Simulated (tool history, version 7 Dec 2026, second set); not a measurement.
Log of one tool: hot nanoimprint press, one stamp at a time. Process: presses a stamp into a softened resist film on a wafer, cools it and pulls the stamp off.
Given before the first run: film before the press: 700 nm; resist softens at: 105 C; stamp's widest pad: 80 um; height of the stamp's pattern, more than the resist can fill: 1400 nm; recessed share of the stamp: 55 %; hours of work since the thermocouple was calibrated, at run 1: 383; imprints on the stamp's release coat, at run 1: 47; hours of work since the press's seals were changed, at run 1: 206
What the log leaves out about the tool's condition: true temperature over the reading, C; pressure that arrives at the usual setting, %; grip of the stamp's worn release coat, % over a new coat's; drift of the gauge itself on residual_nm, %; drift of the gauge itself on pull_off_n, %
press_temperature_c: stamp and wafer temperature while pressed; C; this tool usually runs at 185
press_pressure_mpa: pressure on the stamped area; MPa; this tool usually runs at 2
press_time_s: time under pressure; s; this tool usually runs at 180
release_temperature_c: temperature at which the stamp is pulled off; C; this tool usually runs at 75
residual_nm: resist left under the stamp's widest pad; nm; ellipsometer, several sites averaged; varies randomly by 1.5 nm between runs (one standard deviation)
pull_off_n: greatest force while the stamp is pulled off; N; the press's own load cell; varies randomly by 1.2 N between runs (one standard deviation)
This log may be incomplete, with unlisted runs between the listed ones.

run    day  press_temperature_c  press_pressure_mpa  press_time_s  release_temperature_c  hours of work since the thermocouple was calibrated  imprints on the stamp's release coat  hours of work since the press's seals were changed  residual_nm  pull_off_n
  1      0                  185                   2           180                     75                                                  383                                    47                                                 206        394.8         103
  2  0.225                  185                   2           180                     75                                                  386                                    59                                                 209        392.2         103
  3    0.5                  185                   2           180                     61                                                  390                                    73                                                 213          392         115
     0.867  -- plate thermocouple calibrated
  4  1.142                  176                   2           180                     75                                                    4                                    99                                                 221        515.3         101
  5  1.442                  185                   2           180                     75                                                    9                                   115                                                 225        366.8         105
  6    1.7                  185                   2           180                     82                                                   13                                   128                                                 229          367          97
  7  2.088                  185                   2           259                     82                                                   18                                   148                                                 235        321.1          97
  8  2.458                  185                   2           259                     82                                                   24                                   167                                                 241          318          97
  9  2.858                  185                   2           259                     82                                                   30                                   188                                                 247          320          97
 10  3.329                  185                   2           259                     82                                                   37                                   212                                                 254        316.5          98
 11  3.683                  185                   2           259                     82                                                   42                                   230                                                 259        321.1          97
 12  3.992                  185                   2           180                     75                                                   47                                   246                                                 264        368.4         106
 13  4.458                  185                   2           182                     75                                                   54                                   270                                                 271        366.4         106
 14  4.825                  185                   2           180                     75                                                   59                                   289                                                 276        366.2         106
 15  5.108                  185                   2           180                     75                                                   64                                   304                                                 281        371.1         106
 16  5.625                  195                1.54           185                     65                                                   72                                   330                                                 288        261.5         118
 17  5.979                  192                1.54           107                     65                                                   77                                   348                                                 294        367.3         116
 18  6.471                  192                1.21           202                     73                                                   84                                   374                                                 301        315.7         109
 19   6.85                  192                1.21           202                     73                                                   90                                   393                                                 307        317.9         109
 20  7.246                  192                1.75           202                     74                                                   96                                   413                                                 313        274.3         110
 21  7.662                  176                   2           180                     75                                                  102                                   435                                                 319        518.3         110
 22  8.029                  176                   2           246                     77                                                  108                                   454                                                 324          480         106
 23  8.538                  191                1.66           239                     75                                                  115                                   480                                                 332          274         112
 24  8.975                  191                1.66            99                     68                                                  122                                   503                                                 339        386.9         120
 25   9.25                  191                1.66            99                     68                                                  126                                   517                                                 343        388.9         116
 26  9.517                  185                1.44           180                     75                                                  130                                   530                                                 347        417.2         111
 27  9.854                  196                2.24           132                     71                                                  135                                   548                                                 352        250.2         115

The next listed run, before its measurement:
 28  10.188                  186                1.36           180                     75                                                  140                                   565                                                 357            ?           ?

For run 28 the tool returned residual_nm 409.3 nm, pull_off_n 110 N.
The same run, on a tool lacking any hidden state, would have yielded residual_nm 397.9 nm, pull_off_n 98 N.
